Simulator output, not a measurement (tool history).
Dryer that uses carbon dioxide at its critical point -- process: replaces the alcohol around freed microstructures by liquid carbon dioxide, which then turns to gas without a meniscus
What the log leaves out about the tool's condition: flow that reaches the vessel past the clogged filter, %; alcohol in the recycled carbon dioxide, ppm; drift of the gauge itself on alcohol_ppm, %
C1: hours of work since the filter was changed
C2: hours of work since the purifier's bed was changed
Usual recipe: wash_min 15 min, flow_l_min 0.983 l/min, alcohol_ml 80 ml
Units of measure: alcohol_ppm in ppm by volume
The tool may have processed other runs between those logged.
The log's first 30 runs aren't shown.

{"run": 31, "hour": 1093.3, "wash_min": 14, "flow_l_min": 0.846, "alcohol_ml": 60, "C1": 67, "C2": 176, "alcohol_ppm": 341}
{"run": 32, "hour": 1127.4, "wash_min": 14, "flow_l_min": 0.846, "alcohol_ml": 60, "C1": 83, "C2": 192, "alcohol_ppm": 349}
{"run": 33, "hour": 1159.0, "wash_min": 14, "flow_l_min": 0.846, "alcohol_ml": 60, "C1": 97, "C2": 206, "alcohol_ppm": 346}
{"run": 34, "hour": 1184.1, "wash_min": 15, "flow_l_min": 0.876, "alcohol_ml": 22, "C1": 108, "C2": 217, "alcohol_ppm": 141}
{"run": 35, "hour": 1209.0, "wash_min": 19, "flow_l_min": 0.71, "alcohol_ml": 80, "C1": 119, "C2": 228, "alcohol_ppm": 268}
{"run": 36, "hour": 1263.2, "wash_min": 15, "flow_l_min": 1.369, "alcohol_ml": 80, "C1": 143, "C2": 252, "alcohol_ppm": 116}
{"run": 37, "hour": 1316.2, "wash_min": 15, "flow_l_min": 1.369, "alcohol_ml": 80, "C1": 167, "C2": 276, "alcohol_ppm": 125}
{"run": 38, "hour": 1360.0, "wash_min": 17, "flow_l_min": 1.037, "alcohol_ml": 83, "C1": 187, "C2": 296, "alcohol_ppm": 159}
{"run": 39, "hour": 1400.7, "wash_min": 15, "flow_l_min": 1.037, "alcohol_ml": 83, "C1": 205, "C2": 314, "alcohol_ppm": 218}
{"run": 40, "hour": 1432.8, "wash_min": 15, "flow_l_min": 1.037, "alcohol_ml": 83, "C1": 219, "C2": 328, "alcohol_ppm": 221}
{"run": 41, "hour": 1461.5, "wash_min": 13, "flow_l_min": 1.462, "alcohol_ml": 28, "C1": 232, "C2": 341, "alcohol_ppm": 148}
{"run": 42, "hour": 1507.9, "wash_min": 17, "flow_l_min": 0.983, "alcohol_ml": 37, "C1": 253, "C2": 362, "alcohol_ppm": 163}
{"run": 43, "hour": 1562.8, "wash_min": 12, "flow_l_min": 1.549, "alcohol_ml": 43, "C1": 277, "C2": 386, "alcohol_ppm": 168}
{"run": 44, "hour": 1603.8, "wash_min": 21, "flow_l_min": 0.81, "alcohol_ml": 47, "C1": 296, "C2": 405, "alcohol_ppm": 181}

3 ways to go on from here, each from the tool as it stands after run 44. What would each give?
{"run": "A", "hour": 1633.9, "wash_min": 9, "flow_l_min": 0.81, "alcohol_ml": 47, "C1": 309, "C2": 418, "alcohol_ppm": "?"}
{"run": "B", "hour": 1633.9, "wash_min": 15, "flow_l_min": 0.983, "alcohol_ml": 83, "C1": 309, "C2": 418, "alcohol_ppm": "?"}
{"run": "C", "hour": 1633.9, "wash_min": 17, "flow_l_min": 1.3, "alcohol_ml": 32, "C1": 309, "C2": 418, "alcohol_ppm": "?"}

run=A alcohol_ppm=1533
run=B alcohol_ppm=304
run=C alcohol_ppm=168
Without the tool's unlogged condition, the same runs would have read:
run=A alcohol_ppm=1225
run=B alcohol_ppm=117
run=C alcohol_ppm=14
